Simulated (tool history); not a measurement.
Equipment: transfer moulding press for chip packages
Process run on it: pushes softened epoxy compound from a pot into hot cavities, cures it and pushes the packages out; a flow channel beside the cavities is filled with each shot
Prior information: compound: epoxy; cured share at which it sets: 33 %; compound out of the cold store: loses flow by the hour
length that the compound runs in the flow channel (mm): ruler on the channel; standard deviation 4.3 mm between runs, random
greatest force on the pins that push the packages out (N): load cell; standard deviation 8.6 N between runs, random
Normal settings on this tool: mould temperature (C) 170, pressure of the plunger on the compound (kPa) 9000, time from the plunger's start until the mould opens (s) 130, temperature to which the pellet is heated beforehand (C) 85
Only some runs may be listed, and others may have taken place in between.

| run | day | mould temperature (C) | pressure of the plunger on the compound (kPa) | time from the plunger's start until the mould opens (s) | temperature to which the pellet is heated beforehand (C) | incoming compound's hours out of the cold store | length that the compound runs in the flow channel (mm) | greatest force on the pins that push the packages out (N) |
|---|---|---|---|---|---|---|---|---|
| 1 | 0 | 170 | 9000 | 130 | 85 | 40.2 | 737 | 785 |
| 2 | 0.333 | 170 | 9000 | 130 | 85 | 38.2 | 754 | 793 |
| 3 | 0.783 | 170 | 9000 | 130 | 85 | 40.8 | 741 | 802 |
| 4 | 1.25 | 170 | 9000 | 130 | 87 | 34.3 | 767 | 814 |
| 5 | 1.729 | 170 | 9000 | 130 | 83 | 44.1 | 727 | 821 |
| 6 | 2.204 | 170 | 9000 | 130 | 83 | 9.4 | 884 | 879 |
| 7 | 2.738 | 170 | 9000 | 130 | 85 | 10.4 | 875 | 871 |
| 8 | 3.025 | 170 | 9000 | 130 | 85 | 28 | 796 | 881 |
| 9 | 3.579 | 170 | 9000 | 130 | 85 | 23.1 | 816 | 914 |
| 10 | 3.983 | 170 | 9000 | 130 | 85 | 31.3 | 782 | 880 |
| 11 | 4.688 | 170 | 9000 | 130 | 85 | 8.9 | 875 | 428 |
| 12 | 5.312 | 170 | 9000 | 130 | 85 | 22.1 | 818 | 536 |
| 13 | 5.604 | 170 | 9000 | 130 | 85 | 29.8 | 781 | 585 |
| 14 | 6.05 | 163 | 9000 | 117 | 85 | 16 | 870 | 1260 |
| 15 | 6.333 | 163 | 9000 | 117 | 83 | 46.9 | 739 | 1172 |
| 16 | 6.892 | 163 | 9000 | 117 | 83 | 34.3 | 779 | 1338 |
| 17 | 7.5 | 169 | 9000 | 130 | 85 | 41.8 | 731 | 782 |
| 18 | 7.85 | 173 | 7580 | 130 | 84 | 32.7 | 697 | 712 |
| 19 | 8.117 | 175 | 7580 | 130 | 77 | 16.2 | 762 | 699 |
| 20 | 8.558 | 170 | 7270 | 130 | 85 | 37.1 | 668 | 800 |
| 21 | 9.033 | 168 | 7270 | 154 | 85 | 17.6 | 758 | 770 |
| 22 | 9.371 | 170 | 9000 | 152 | 89 | 41.4 | 733 | 765 |
| 23 | 9.825 | 171 | 9250 | 130 | 85 | 33.1 | 765 | 825 |
| 24 | 10.221 | 171 | 9000 | 130 | 83 | 9.4 | 856 | 809 |
| 25 | 10.496 | 171 | 7350 | 156 | 83 | 45.9 | 642 | 769 |
| 26 | 10.85 | 170 | 7590 | 133 | 85 | 22.1 | 740 | 821 |

Missing from the log above: 1 entry noted between runs. For each, name the pair of listed runs it sits between and say how the tool's hidden condition differs from the listed run just before to the listed run just after:
Between runs 10 and 11: cavities cleaned with cleaning compound and waxed (day 4.617)
  true mould temperature over the reading, C: -0.27 -> -0.28; pressure that reaches the compound, % of what is set: 93.1 -> 92.89; grip of the stained cavities, % over clean ones': 125.9 -> 5.3
  measured value less the no-hidden-state value, length that the compound runs in the flow channel (mm): -27 -> -31; greatest force on the pins that push the packages out (N): +497 -> +26

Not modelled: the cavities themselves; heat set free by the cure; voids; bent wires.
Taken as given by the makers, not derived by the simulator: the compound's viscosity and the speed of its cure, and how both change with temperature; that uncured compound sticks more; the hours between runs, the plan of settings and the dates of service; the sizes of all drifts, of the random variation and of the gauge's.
